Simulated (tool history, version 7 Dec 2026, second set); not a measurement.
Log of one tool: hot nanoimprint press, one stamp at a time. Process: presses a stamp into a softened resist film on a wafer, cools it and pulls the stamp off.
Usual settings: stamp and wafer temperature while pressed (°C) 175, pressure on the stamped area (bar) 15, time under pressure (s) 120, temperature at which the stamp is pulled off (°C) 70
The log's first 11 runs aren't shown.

run     day  stamp and wafer temperature while pressed (°C)  pressure on the stamped area (bar)  time under pressure (s)  temperature at which the stamp is pulled off (°C)  hours of work since the thermocouple was calibrated  imprints on the stamp's release coat  hours of work since the press's seals were changed  resist left under the stamp's widest pad (nm)  greatest force while the stamp is pulled off (N)
 12   9.579                                             175                                11.9                      120                                                 70                                                  267                                  1209                                                 211                                          138.6                                               103
 13  10.233                                             175                                11.9                      120                                                 70                                                  274                                  1265                                                 218                                            140                                               101
 14  10.825                                             175                                11.9                      120                                                 70                                                  281                                  1315                                                 225                                          139.1                                               102
 15  11.942                                             175                                11.9                      120                                                 70                                                  294                                  1411                                                 238                                          137.4                                                98
 16  12.967                                             175                                11.9                      120                                                 70                                                  305                                  1499                                                 249                                          140.2                                               103
 17  13.571                                             167                                  15                      163                                                 70                                                  312                                  1551                                                 256                                          137.2                                               103
 18  14.275                                             167                                  15                      163                                                 70                                                  320                                  1611                                                 264                                          137.3                                               104
 19  15.338                                             167                                11.2                       60                                                 64                                                  332                                  1702                                                 276                                            211                                               108
     15.808  -- stamp cleaned and given a new release coat
 20  16.758                                             167                                11.2                       60                                                 64                                                  346                                    81                                                 290                                          208.7                                               111
 21  17.283                                             167                                21.8                      120                                                 70                                                  352                                   126                                                 296                                          126.2                                                97
 22    17.9                                             167                                21.8                      120                                                 70                                                  359                                   179                                                 303                                          125.9                                                97
 23  19.029                                             167                                21.8                      120                                                 70                                                  372                                   276                                                 315                                          126.6                                               103
 24  19.829                                             167                                10.4                      120                                                 70                                                  381                                   344                                                 325                                          179.1                                               104
 25  20.512                                             175                                11.4                      120                                                 70                                                  389                                   403                                                 332                                          142.2                                                98
 26  21.171                                             163                                14.7                      182                                                 71                                                  396                                   459                                                 340                                          147.7                                               100
 27   21.95                                             163                                12.4                       67                                                 72                                                  405                                   526                                                 349                                            214                                               104
 28  22.542                                             176                                  15                      186                                                 70                                                  412                                   577                                                 355                                          103.3                                               104
 29  23.242                                             164                                  20                      131                                                 69                                                  420                                   636                                                 363                                          139.5                                               102
 30  24.208                                             186                                  20                      131                                                 60                                                  431                                   720                                                 375                                           78.2                                               108
 31  25.371                                             186                                15.4                      131                                                 77                                                  444                                   819                                                 388                                           90.3                                                99

Forecast each of these 3 alternatives for the next run:
  A  26.004                                             172                                  15                      120                                                 66                                                  451                                   873                                                 395                                              ?                                                 ?
  B  26.004                                             181                                  15                       71                                                 58                                                  451                                   873                                                 395                                              ?                                                 ?
  C  26.004                                             168                                  23                      225                                                 70                                                  451                                   873                                                 395                                              ?                                                 ?

run  resist left under the stamp's widest pad (nm)  greatest force while the stamp is pulled off (N)
  A                                            133                                               104
  B                                          129.8                                               116
  C                                           94.8                                               105
Without the tool's hidden state the same runs would have given:
run  resist left under the stamp's widest pad (nm)  greatest force while the stamp is pulled off (N)
  A                                          132.8                                               104
  B                                          129.7                                               116
  C                                           94.6                                               105
